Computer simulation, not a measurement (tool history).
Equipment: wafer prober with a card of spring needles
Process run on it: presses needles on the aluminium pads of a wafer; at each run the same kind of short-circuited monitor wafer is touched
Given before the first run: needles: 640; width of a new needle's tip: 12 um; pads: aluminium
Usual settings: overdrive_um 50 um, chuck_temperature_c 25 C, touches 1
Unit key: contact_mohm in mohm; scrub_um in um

{"run": 1, "hour": 0.0, "overdrive_um": 50, "chuck_temperature_c": 25, "touches": 1, "contact_mohm": 288, "scrub_um": 8.06}
{"hour": 6.4, "done": "tips cleaned on abrasive film"}
{"run": 2, "hour": 14.3, "overdrive_um": 50, "chuck_temperature_c": 25, "touches": 1, "contact_mohm": 358, "scrub_um": 8.03}
{"hour": 21.7, "done": "tips cleaned on abrasive film"}
{"hour": 36.2, "done": "tips cleaned on abrasive film"}
{"run": 3, "hour": 38.3, "overdrive_um": 50, "chuck_temperature_c": 25, "touches": 1, "contact_mohm": 238, "scrub_um": 8.03}
{"hour": 52.2, "done": "tips cleaned on abrasive film"}
{"run": 4, "hour": 56.4, "overdrive_um": 50, "chuck_temperature_c": 25, "touches": 1, "contact_mohm": 257, "scrub_um": 8.02}
{"hour": 68.1, "done": "tips cleaned on abrasive film"}
{"run": 5, "hour": 72.5, "overdrive_um": 50, "chuck_temperature_c": 25, "touches": 1, "contact_mohm": 261, "scrub_um": 7.98}
{"hour": 83.7, "done": "tips cleaned on abrasive film"}
{"run": 6, "hour": 91.3, "overdrive_um": 34, "chuck_temperature_c": 25, "touches": 1, "contact_mohm": 363, "scrub_um": 5.3}
{"hour": 98.5, "done": "tips cleaned on abrasive film"}
{"run": 7, "hour": 112.1, "overdrive_um": 34, "chuck_temperature_c": 25, "touches": 1, "contact_mohm": 410, "scrub_um": 5.32}
{"hour": 114.2, "done": "tips cleaned on abrasive film, once more"}
{"hour": 128.9, "done": "tips cleaned on abrasive film"}
{"run": 8, "hour": 133.5, "overdrive_um": 50, "chuck_temperature_c": 101, "touches": 1, "contact_mohm": 273, "scrub_um": 7.98}
{"hour": 144.5, "done": "tips cleaned on abrasive film"}
{"run": 9, "hour": 150.9, "overdrive_um": 50, "chuck_temperature_c": 101, "touches": 1, "contact_mohm": 284, "scrub_um": 7.92}
{"hour": 159.7, "done": "tips cleaned on abrasive film"}
{"run": 10, "hour": 172.4, "overdrive_um": 50, "chuck_temperature_c": 101, "touches": 1, "contact_mohm": 315, "scrub_um": 7.93}
{"hour": 174.8, "done": "tips cleaned on abrasive film"}
{"hour": 189.3, "done": "tips cleaned on abrasive film"}
{"run": 11, "hour": 191.7, "overdrive_um": 50, "chuck_temperature_c": 26, "touches": 1, "contact_mohm": 247, "scrub_um": 7.92}
{"hour": 204.5, "done": "tips cleaned on abrasive film"}
{"run": 12, "hour": 204.5, "overdrive_um": 50, "chuck_temperature_c": 40, "touches": 1, "contact_mohm": 225, "scrub_um": 7.92}
{"hour": 218.2, "done": "height of the first contact set anew"}
{"hour": 219.9, "done": "tips cleaned on abrasive film"}
{"run": 13, "hour": 224.2, "overdrive_um": 50, "chuck_temperature_c": 40, "touches": 1, "contact_mohm": 255, "scrub_um": 8.27}
{"hour": 235.5, "done": "tips cleaned on abrasive film"}
{"run": 14, "hour": 241.3, "overdrive_um": 50, "chuck_temperature_c": 69, "touches": 1, "contact_mohm": 270, "scrub_um": 8.29}
{"hour": 251.6, "done": "tips cleaned on abrasive film"}
{"run": 15, "hour": 252.9, "overdrive_um": 50, "chuck_temperature_c": 69, "touches": 1, "contact_mohm": 240, "scrub_um": 8.3}
{"hour": 267.5, "done": "tips cleaned on abrasive film"}
{"run": 16, "hour": 274.0, "overdrive_um": 54, "chuck_temperature_c": 32, "touches": 1, "contact_mohm": 261, "scrub_um": 8.97}
{"hour": 283.3, "done": "tips cleaned on abrasive film"}
{"hour": 298.4, "done": "tips cleaned on abrasive film"}
{"run": 17, "hour": 298.4, "overdrive_um": 54, "chuck_temperature_c": 32, "touches": 1, "contact_mohm": 218, "scrub_um": 8.96}
{"hour": 314.7, "done": "tips cleaned on abrasive film"}
{"run": 18, "hour": 321.8, "overdrive_um": 60, "chuck_temperature_c": 32, "touches": 1, "contact_mohm": 255, "scrub_um": 9.95}
{"hour": 329.6, "done": "tips cleaned on abrasive film"}
{"run": 19, "hour": 336.5, "overdrive_um": 44, "chuck_temperature_c": 32, "touches": 1, "contact_mohm": 286, "scrub_um": 7.25}
{"hour": 344.4, "done": "tips cleaned on abrasive film"}
{"run": 20, "hour": 347.3, "overdrive_um": 43, "chuck_temperature_c": 56, "touches": 3, "contact_mohm": 239, "scrub_um": 7.04}

Forecast run 21:
{"run": 21, "hour": 357.9, "overdrive_um": 58, "chuck_temperature_c": 42, "touches": 1, "contact_mohm": "?", "scrub_um": "?"}

Run 21 yielded contact_mohm 281 mohm, scrub_um 9.54 um.
If the tool had no hidden condition, the same run with the same run-to-run variation would have returned contact_mohm 208 mohm, scrub_um 9.64 um.
